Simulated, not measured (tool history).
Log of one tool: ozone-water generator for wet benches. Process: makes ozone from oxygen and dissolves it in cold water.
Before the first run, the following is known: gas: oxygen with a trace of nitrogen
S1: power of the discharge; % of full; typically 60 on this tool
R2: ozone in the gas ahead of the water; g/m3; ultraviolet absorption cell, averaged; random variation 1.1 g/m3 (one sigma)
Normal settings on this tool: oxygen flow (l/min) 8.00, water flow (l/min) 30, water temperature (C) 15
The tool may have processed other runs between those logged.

run 1 hour=0.0 | S1=60 oxygen_flow_(l/min)=8.00 water_flow_(l/min)=30 water_temperature_(C)=15 | dissolved_ozone_(ppm)=15.8 R2=183.1
run 2 hour=41.5 | S1=60 oxygen_flow_(l/min)=8.00 water_flow_(l/min)=30 water_temperature_(C)=15 | dissolved_ozone_(ppm)=15.8 R2=179.1
run 3 hour=98.0 | S1=60 oxygen_flow_(l/min)=8.00 water_flow_(l/min)=30 water_temperature_(C)=15 | dissolved_ozone_(ppm)=15.5 R2=180.0
run 4 hour=141.6 | S1=60 oxygen_flow_(l/min)=8.00 water_flow_(l/min)=30 water_temperature_(C)=15 | dissolved_ozone_(ppm)=15.5 R2=180.2
run 5 hour=187.8 | S1=60 oxygen_flow_(l/min)=9.55 water_flow_(l/min)=30 water_temperature_(C)=15 | dissolved_ozone_(ppm)=15.9 R2=166.7
run 6 hour=223.1 | S1=60 oxygen_flow_(l/min)=5.07 water_flow_(l/min)=30 water_temperature_(C)=15 | dissolved_ozone_(ppm)=14.3 R2=220.2
run 7 hour=272.2 | S1=86 oxygen_flow_(l/min)=8.00 water_flow_(l/min)=30 water_temperature_(C)=15 | dissolved_ozone_(ppm)=20.2 R2=233.6
run 8 hour=340.1 | S1=86 oxygen_flow_(l/min)=8.00 water_flow_(l/min)=30 water_temperature_(C)=15 | dissolved_ozone_(ppm)=20.1 R2=231.0
run 9 hour=378.7 | S1=86 oxygen_flow_(l/min)=8.00 water_flow_(l/min)=30 water_temperature_(C)=15 | dissolved_ozone_(ppm)=19.7 R2=233.1
run 10 hour=435.5 | S1=48 oxygen_flow_(l/min)=8.00 water_flow_(l/min)=30 water_temperature_(C)=15 | dissolved_ozone_(ppm)=12.7 R2=153.6
run 11 hour=480.7 | S1=48 oxygen_flow_(l/min)=8.00 water_flow_(l/min)=30 water_temperature_(C)=15 | dissolved_ozone_(ppm)=13.0 R2=151.5
run 12 hour=543.1 | S1=41 oxygen_flow_(l/min)=14.08 water_flow_(l/min)=40 water_temperature_(C)=14 | dissolved_ozone_(ppm)=9.2 R2=105.2
run 13 hour=575.8 | S1=60 oxygen_flow_(l/min)=4.23 water_flow_(l/min)=30 water_temperature_(C)=15 | dissolved_ozone_(ppm)=13.3 R2=239.5
run 14 hour=630.2 | S1=48 oxygen_flow_(l/min)=4.23 water_flow_(l/min)=21 water_temperature_(C)=15 | dissolved_ozone_(ppm)=17.1 R2=201.2
-- hour=648.2 water thermometer calibrated
run 15 hour=689.6 | S1=48 oxygen_flow_(l/min)=4.23 water_flow_(l/min)=21 water_temperature_(C)=15 | dissolved_ozone_(ppm)=17.0 R2=201.6
run 16 hour=735.6 | S1=96 oxygen_flow_(l/min)=4.23 water_flow_(l/min)=21 water_temperature_(C)=12 | dissolved_ozone_(ppm)=28.8 R2=328.5
run 17 hour=779.6 | S1=40 oxygen_flow_(l/min)=4.23 water_flow_(l/min)=21 water_temperature_(C)=11 | dissolved_ozone_(ppm)=15.6 R2=175.8
run 18 hour=841.8 | S1=40 oxygen_flow_(l/min)=6.01 water_flow_(l/min)=35 water_temperature_(C)=11 | dissolved_ozone_(ppm)=9.7 R2=149.1

What if the next run were any one of these 5? Each begins from the tool's condition after run 18:
run A hour=885.1 | S1=54 oxygen_flow_(l/min)=10.72 water_flow_(l/min)=30 water_temperature_(C)=13 | dissolved_ozone_(ppm)=? R2=?
run B hour=885.1 | S1=40 oxygen_flow_(l/min)=5.98 water_flow_(l/min)=35 water_temperature_(C)=11 | dissolved_ozone_(ppm)=? R2=?
run C hour=885.1 | S1=72 oxygen_flow_(l/min)=6.01 water_flow_(l/min)=35 water_temperature_(C)=11 | dissolved_ozone_(ppm)=? R2=?
run D hour=885.1 | S1=60 oxygen_flow_(l/min)=10.84 water_flow_(l/min)=29 water_temperature_(C)=15 | dissolved_ozone_(ppm)=? R2=?
run E hour=885.1 | S1=40 oxygen_flow_(l/min)=6.01 water_flow_(l/min)=33 water_temperature_(C)=14 | dissolved_ozone_(ppm)=? R2=?

run=A dissolved_ozone_(ppm)=14.6 R2=144.5
run=B dissolved_ozone_(ppm)=9.6 R2=151.8
run=C dissolved_ozone_(ppm)=14.5 R2=226.9
run=D dissolved_ozone_(ppm)=16.1 R2=155.5
run=E dissolved_ozone_(ppm)=9.7 R2=149.9
Had the tool no hidden state, the same runs would have come out as:
run=A dissolved_ozone_(ppm)=17.0 R2=156.7
run=B dissolved_ozone_(ppm)=10.9 R2=160.9
run=C dissolved_ozone_(ppm)=17.2 R2=251.5
run=D dissolved_ozone_(ppm)=18.8 R2=170.0
run=E dissolved_ozone_(ppm)=11.1 R2=159.0
